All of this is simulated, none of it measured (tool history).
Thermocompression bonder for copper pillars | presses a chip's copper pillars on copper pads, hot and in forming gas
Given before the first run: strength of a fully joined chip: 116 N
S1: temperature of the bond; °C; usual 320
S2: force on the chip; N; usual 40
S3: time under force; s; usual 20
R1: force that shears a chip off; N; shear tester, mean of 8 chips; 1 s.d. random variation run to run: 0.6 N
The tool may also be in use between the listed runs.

| run | hour | S1 | S2 | S3 | R1 |
|---|---|---|---|---|---|
| 1 | 0 | 320 | 40 | 20 | 67.5 |
| 2 | 15.6 | 320 | 40 | 20 | 66.6 |
| 3 | 36.3 | 320 | 40 | 20 | 65.4 |
| 4 | 55.6 | 320 | 40 | 20 | 64.9 |
| 5 | 66.9 | 320 | 40 | 20 | 65 |
| 6 | 84.5 | 293 | 40 | 59 | 66.5 |
|  | 87.3 | force cell calibrated |
| 7 | 107.3 | 309 | 31 | 20 | 45.4 |
|  | 133.7 | force cell calibrated, once more |
| 8 | 134.4 | 309 | 31 | 20 | 43 |
| 9 | 146.2 | 309 | 31 | 20 | 42.1 |
|  | 148.4 | forming gas filter changed |
| 10 | 159.5 | 295 | 48 | 44 | 73.8 |

Run by run, hidden condition taken away, random variation retained:
The tool's hidden condition here consists of: true temperature of the bond over the reading, C; force that reaches the chip, % of what is set; oxide that the forming gas leaves, % of the face; drift of the gauge itself on shear_n, %.
| run | R1 |
|---|---|
| 1 | 73.8 |
| 2 | 73.5 |
| 3 | 73.1 |
| 4 | 73.4 |
| 5 | 74 |
| 6 | 76.8 |
| 7 | 53.4 |
| 8 | 52.9 |
| 9 | 52.2 |
| 10 | 81.1 |
